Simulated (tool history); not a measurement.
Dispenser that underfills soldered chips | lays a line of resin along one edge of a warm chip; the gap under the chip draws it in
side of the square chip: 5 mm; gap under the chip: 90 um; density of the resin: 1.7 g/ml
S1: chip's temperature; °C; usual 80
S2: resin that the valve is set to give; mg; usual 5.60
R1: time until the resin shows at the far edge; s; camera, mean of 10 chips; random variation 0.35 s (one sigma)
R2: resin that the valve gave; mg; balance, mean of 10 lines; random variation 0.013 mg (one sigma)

| run | hour | S1 | S2 | R1 | R2 |
|---|---|---|---|---|---|
| 1 | 0.0 | 80 | 5.60 | 25.9 | 5.58 |
|  | 4.3 | new syringe of resin |
| 2 | 5.9 | 79 | 5.60 | 19.2 | 5.59 |
| 3 | 9.1 | 79 | 5.60 | 23.6 | 5.59 |
| 4 | 12.9 | 79 | 5.60 | 29.2 | 5.58 |
| 5 | 15.7 | 79 | 5.60 | 33.5 | 5.58 |
|  | 16.5 | new syringe of resin |
| 6 | 19.9 | 79 | 5.60 | 21.4 | 5.58 |
| 7 | 24.0 | 94 | 5.60 | 17.5 | 5.60 |
| 8 | 26.6 | 94 | 5.60 | 19.2 | 5.57 |
|  | 29.0 | new syringe of resin |
| 9 | 31.2 | 94 | 5.60 | 12.2 | 5.57 |
| 10 | 35.5 | 94 | 6.40 | 15.2 | 6.36 |
| 11 | 38.0 | 80 | 5.60 | 28.8 | 5.56 |
|  | 41.4 | new syringe of resin |
| 12 | 42.4 | 80 | 5.60 | 18.7 | 5.56 |
| 13 | 47.9 | 80 | 7.20 | 23.6 | 7.13 |
| 14 | 51.1 | 80 | 7.20 | 28.8 | 7.13 |
|  | 53.8 | new syringe of resin |
| 15 | 55.7 | 80 | 7.20 | 18.8 | 7.12 |
| 16 | 59.0 | 80 | 7.20 | 22.8 | 7.11 |
| 17 | 63.6 | 80 | 7.20 | 28.8 | 7.10 |
|  | 66.1 | new syringe of resin |
| 18 | 67.1 | 80 | 7.20 | 17.6 | 7.13 |
| 19 | 70.3 | 86 | 5.39 | 17.8 | 5.30 |
| 20 | 75.2 | 86 | 5.31 | 23.8 | 5.22 |
|  | 78.4 | new syringe of resin |
| 21 | 81.1 | 82 | 5.60 | 18.9 | 5.48 |
| 22 | 85.0 | 72 | 5.22 | 33.9 | 5.16 |
| 23 | 89.3 | 95 | 6.20 | 19.0 | 6.10 |
|  | 90.7 | new syringe of resin |
| 24 | 93.2 | 89 | 4.87 | 15.9 | 4.78 |
| 25 | 97.1 | 87 | 4.84 | 20.9 | 4.76 |
| 26 | 100.3 | 87 | 6.21 | 23.3 | 6.06 |
|  | 103.0 | new syringe of resin |
| 27 | 103.3 | 87 | 6.21 | 14.7 | 6.08 |
| 28 | 107.9 | 87 | 6.15 | 18.2 | 6.03 |
| 29 | 110.4 | 82 | 5.31 | 25.2 | 5.17 |
| 30 | 114.8 | 90 | 6.15 | 24.3 | 5.99 |
|  | 115.5 | new syringe of resin |
| 31 | 119.6 | 87 | 4.96 | 18.2 | 4.82 |
| 32 | 123.9 | 87 | 4.96 | 22.4 | 4.82 |
| 33 | 126.6 | 69 | 5.54 | 49.3 | 5.41 |
|  | 127.9 | new syringe of resin |
| 34 | 131.4 | 80 | 5.04 | 21.8 | 4.90 |
| 35 | 135.8 | 86 | 5.19 | 22.8 | 5.05 |
|  | 140.1 | new syringe of resin |
| 36 | 140.8 | 86 | 5.19 | 15.7 | 5.03 |

Measured less the same run without the tool's hidden state. The same run-to-run variation is in both; the gauge's scatter may not be:
The hidden state here: resin's viscosity, % of fresh resin's; dose that the valve gives, % of what is set; true chip temperature over the reading, C; drift of the gauge itself on fill_s, %; drift of the gauge itself on given_mg, %.
| run | R1 | R2 |
|---|---|---|
| 1 | +9.1 | +0.00 |
| 2 | +1.8 | +0.00 |
| 3 | +5.6 | -0.01 |
| 4 | +11.1 | -0.01 |
| 5 | +15.8 | -0.02 |
| 6 | +3.9 | -0.02 |
| 7 | +5.8 | -0.02 |
| 8 | +8.2 | -0.03 |
| 9 | +1.4 | -0.03 |
| 10 | +4.7 | -0.05 |
| 11 | +11.4 | -0.04 |
| 12 | +0.9 | -0.05 |
| 13 | +7.0 | -0.07 |
| 14 | +11.9 | -0.07 |
| 15 | +1.9 | -0.08 |
| 16 | +5.6 | -0.09 |
| 17 | +12.0 | -0.09 |
| 18 | +1.1 | -0.10 |
| 19 | +3.8 | -0.08 |
| 20 | +9.5 | -0.08 |
| 21 | +2.8 | -0.09 |
| 22 | +10.6 | -0.09 |
| 23 | +8.7 | -0.12 |
| 24 | +2.2 | -0.09 |
| 25 | +6.3 | -0.10 |
| 26 | +9.5 | -0.13 |
| 27 | +0.7 | -0.14 |
| 28 | +4.7 | -0.14 |
| 29 | +8.9 | -0.12 |
| 30 | +11.9 | -0.15 |
| 31 | +4.3 | -0.12 |
| 32 | +8.9 | -0.13 |
| 33 | +23.3 | -0.15 |
| 34 | +4.1 | -0.14 |
| 35 | +8.1 | -0.15 |
| 36 | +1.1 | -0.15 |
